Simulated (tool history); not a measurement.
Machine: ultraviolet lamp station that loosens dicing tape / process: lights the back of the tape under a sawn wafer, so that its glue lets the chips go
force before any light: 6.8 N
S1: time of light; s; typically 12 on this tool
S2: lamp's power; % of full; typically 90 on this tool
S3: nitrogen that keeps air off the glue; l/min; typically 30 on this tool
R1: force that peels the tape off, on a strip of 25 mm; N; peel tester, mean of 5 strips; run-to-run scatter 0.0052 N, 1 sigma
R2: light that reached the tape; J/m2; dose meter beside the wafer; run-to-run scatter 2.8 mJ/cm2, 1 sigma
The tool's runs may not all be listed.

run 1 hour=0.0 | S1=12 S2=90 S3=30 | R1=0.096 R2=3470
run 2 hour=16.7 | S1=12 S2=90 S3=30 | R1=0.101 R2=3390
run 3 hour=29.2 | S1=12 S2=69 S3=30 | R1=0.207 R2=2580
run 4 hour=39.5 | S1=12 S2=69 S3=30 | R1=0.215 R2=2620
run 5 hour=47.5 | S1=12 S2=69 S3=30 | R1=0.215 R2=2590
run 6 hour=64.2 | S1=12 S2=69 S3=30 | R1=0.222 R2=2570
run 7 hour=78.7 | S1=12 S2=75 S3=30 | R1=0.180 R2=2730
run 8 hour=94.1 | S1=12 S2=90 S3=11 | R1=0.351 R2=3290
run 9 hour=105.7 | S1=11 S2=71 S3=10 | R1=0.802 R2=2380
run 10 hour=114.4 | S1=12 S2=90 S3=52 | R1=0.072 R2=3280
run 11 hour=125.9 | S1=13 S2=70 S3=15 | R1=0.411 R2=2780
run 12 hour=136.6 | S1=13 S2=70 S3=24 | R1=0.223 R2=2760
run 13 hour=148.9 | S1=13 S2=75 S3=20 | R1=0.243 R2=2920
run 14 hour=166.2 | S1=13 S2=75 S3=20 | R1=0.249 R2=2890

Below are 5 alternative next runs, each starting from the tool's condition after run 14. Predict each:
run A hour=182.4 | S1=6 S2=89 S3=9 | R1=? R2=?
run B hour=182.4 | S1=16 S2=79 S3=30 | R1=? R2=?
run C hour=182.4 | S1=13 S2=75 S3=35 | R1=? R2=?
run D hour=182.4 | S1=12 S2=90 S3=14 | R1=? R2=?
run E hour=182.4 | S1=13 S2=75 S3=16 | R1=? R2=?

run=A R1=1.720 R2=1560
run=B R1=0.088 R2=3750
run=C R1=0.136 R2=2840
run=D R1=0.278 R2=3180
run=E R1=0.328 R2=2860
What these runs would have given with no unlogged condition in the tool:
run=A R1=1.287 R2=1900
run=B R1=0.065 R2=4560
run=C R1=0.083 R2=3460
run=D R1=0.157 R2=3870
run=E R1=0.189 R2=3480
